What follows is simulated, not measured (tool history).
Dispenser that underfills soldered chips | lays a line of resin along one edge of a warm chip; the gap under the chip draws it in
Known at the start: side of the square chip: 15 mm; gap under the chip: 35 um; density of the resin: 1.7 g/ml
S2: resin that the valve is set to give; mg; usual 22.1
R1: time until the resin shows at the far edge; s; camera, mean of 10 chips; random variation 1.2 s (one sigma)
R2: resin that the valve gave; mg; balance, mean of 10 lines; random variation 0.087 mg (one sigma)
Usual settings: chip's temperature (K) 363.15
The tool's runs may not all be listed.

{"run": 1, "hour": 0.0, "chip's temperature (K)": 363.15, "S2": 22.1, "R1": 128, "R2": 22.16}
{"run": 2, "hour": 3.1, "chip's temperature (K)": 370.15, "S2": 22.1, "R1": 114.5, "R2": 22.1}
{"hour": 4.0, "done": "new syringe of resin"}
{"run": 3, "hour": 7.5, "chip's temperature (K)": 370.15, "S2": 22.1, "R1": 106, "R2": 22.28}
{"hour": 11.3, "done": "new syringe of resin"}
{"run": 4, "hour": 13.1, "chip's temperature (K)": 349.15, "S2": 22.1, "R1": 191.7, "R2": 21.97}
{"run": 5, "hour": 17.0, "chip's temperature (K)": 349.15, "S2": 22.1, "R1": 214.2, "R2": 21.98}
{"hour": 18.6, "done": "new syringe of resin"}
{"run": 6, "hour": 21.8, "chip's temperature (K)": 363.15, "S2": 22.1, "R1": 127.2, "R2": 22.05}
{"hour": 25.6, "done": "new syringe of resin"}
{"run": 7, "hour": 26.5, "chip's temperature (K)": 363.15, "S2": 22.1, "R1": 121.2, "R2": 22.09}
{"hour": 32.9, "done": "new syringe of resin"}
{"run": 8, "hour": 32.9, "chip's temperature (K)": 372.15, "S2": 22.1, "R1": 91.1, "R2": 21.97}
{"run": 9, "hour": 37.7, "chip's temperature (K)": 372.15, "S2": 22.1, "R1": 105.8, "R2": 21.92}
{"hour": 40.2, "done": "new syringe of resin"}
{"run": 10, "hour": 43.0, "chip's temperature (K)": 372.15, "S2": 22.1, "R1": 99.8, "R2": 21.92}
{"hour": 47.6, "done": "new syringe of resin"}
{"run": 11, "hour": 48.7, "chip's temperature (K)": 372.15, "S2": 22.1, "R1": 93, "R2": 21.91}
{"run": 12, "hour": 53.2, "chip's temperature (K)": 372.15, "S2": 22.1, "R1": 107.2, "R2": 21.75}
{"hour": 54.9, "done": "new syringe of resin"}
{"run": 13, "hour": 58.7, "chip's temperature (K)": 352.15, "S2": 22.1, "R1": 183.2, "R2": 21.68}
{"hour": 62.0, "done": "new syringe of resin"}
{"run": 14, "hour": 65.2, "chip's temperature (K)": 352.15, "S2": 22.1, "R1": 189.7, "R2": 21.73}
{"hour": 69.0, "done": "new syringe of resin"}
{"run": 15, "hour": 69.5, "chip's temperature (K)": 363.15, "S2": 22.1, "R1": 118.7, "R2": 21.8}
{"hour": 75.3, "done": "dispensing valve cleaned and set on the balance"}
{"hour": 77.1, "done": "new syringe of resin"}
{"run": 16, "hour": 77.1, "chip's temperature (K)": 363.15, "S2": 22.1, "R1": 118.3, "R2": 22.05}
{"run": 17, "hour": 83.4, "chip's temperature (K)": 363.15, "S2": 20.1, "R1": 142.9, "R2": 19.84}
{"hour": 84.3, "done": "new syringe of resin"}
{"run": 18, "hour": 86.4, "chip's temperature (K)": 363.15, "S2": 20.1, "R1": 129, "R2": 19.83}
{"run": 19, "hour": 90.4, "chip's temperature (K)": 373.15, "S2": 22.2, "R1": 106.3, "R2": 22.08}
{"hour": 91.6, "done": "new syringe of resin"}
{"run": 20, "hour": 96.2, "chip's temperature (K)": 373.15, "S2": 22.2, "R1": 100.7, "R2": 22.06}
{"hour": 98.7, "done": "new syringe of resin"}
{"run": 21, "hour": 101.1, "chip's temperature (K)": 356.15, "S2": 28.2, "R1": 154.3, "R2": 27.83}
{"run": 22, "hour": 103.9, "chip's temperature (K)": 355.15, "S2": 19.1, "R1": 181.5, "R2": 19.01}
{"hour": 106.1, "done": "new syringe of resin"}
{"run": 23, "hour": 110.5, "chip's temperature (K)": 374.15, "S2": 22.2, "R1": 96.2, "R2": 21.86}
{"hour": 113.1, "done": "new syringe of resin"}
{"run": 24, "hour": 116.1, "chip's temperature (K)": 374.15, "S2": 22.2, "R1": 92.8, "R2": 21.9}
{"hour": 120.1, "done": "new syringe of resin"}
{"run": 25, "hour": 121.2, "chip's temperature (K)": 363.15, "S2": 20.1, "R1": 125.5, "R2": 19.82}
{"run": 26, "hour": 124.1, "chip's temperature (K)": 367.15, "S2": 26.3, "R1": 120.2, "R2": 26.15}
{"hour": 127.1, "done": "new syringe of resin"}
{"run": 27, "hour": 128.0, "chip's temperature (K)": 359.15, "S2": 28.1, "R1": 135.6, "R2": 27.61}
{"run": 28, "hour": 132.5, "chip's temperature (K)": 359.15, "S2": 28.1, "R1": 152.8, "R2": 27.61}
{"hour": 134.6, "done": "new syringe of resin"}
{"run": 29, "hour": 136.5, "chip's temperature (K)": 351.15, "S2": 22.4, "R1": 178.8, "R2": 21.89}
{"hour": 141.6, "done": "new syringe of resin"}
{"run": 30, "hour": 141.6, "chip's temperature (K)": 376.15, "S2": 22.6, "R1": 81.5, "R2": 22.12}
{"run": 31, "hour": 144.7, "chip's temperature (K)": 366.15, "S2": 26.1, "R1": 117.7, "R2": 25.5}
{"hour": 148.8, "done": "new syringe of resin"}
{"run": 32, "hour": 148.8, "chip's temperature (K)": 362.15, "S2": 25.2, "R1": 118.8, "R2": 24.59}
{"hour": 151.1, "done": "dispensing valve cleaned and set on the balance"}
{"run": 33, "hour": 152.7, "chip's temperature (K)": 362.15, "S2": 25.2, "R1": 131.1, "R2": 25.3}
{"hour": 156.9, "done": "new syringe of resin"}
{"run": 34, "hour": 156.9, "chip's temperature (K)": 363.15, "S2": 24.7, "R1": 118.9, "R2": 24.74}
{"run": 35, "hour": 162.3, "chip's temperature (K)": 376.15, "S2": 22.1, "R1": 95, "R2": 21.95}

Forecast each of these 4 alternatives for the next run:
{"hour": 164.1, "done": "new syringe of resin"}
{"run": "A", "hour": 168.6, "chip's temperature (K)": 377.15, "S2": 22.1, "R1": "?", "R2": "?"}
{"hour": 164.1, "done": "new syringe of resin"}
{"run": "B", "hour": 168.6, "chip's temperature (K)": 355.15, "S2": 22.1, "R1": "?", "R2": "?"}
{"hour": 164.1, "done": "new syringe of resin"}
{"run": "C", "hour": 168.6, "chip's temperature (K)": 363.15, "S2": 19.1, "R1": "?", "R2": "?"}
{"hour": 164.1, "done": "new syringe of resin"}
{"run": "D", "hour": 168.6, "chip's temperature (K)": 370.15, "S2": 28.6, "R1": "?", "R2": "?"}

run=A R1=89.4 R2=22
run=B R1=170.3 R2=22.04
run=C R1=138.4 R2=19.06
run=D R1=107.2 R2=28.45
Without the tool's hidden state the same runs would have given:
run=A R1=77.6 R2=22.12
run=B R1=147.4 R2=22.16
run=C R1=119.8 R2=19.16
run=D R1=93.1 R2=28.6

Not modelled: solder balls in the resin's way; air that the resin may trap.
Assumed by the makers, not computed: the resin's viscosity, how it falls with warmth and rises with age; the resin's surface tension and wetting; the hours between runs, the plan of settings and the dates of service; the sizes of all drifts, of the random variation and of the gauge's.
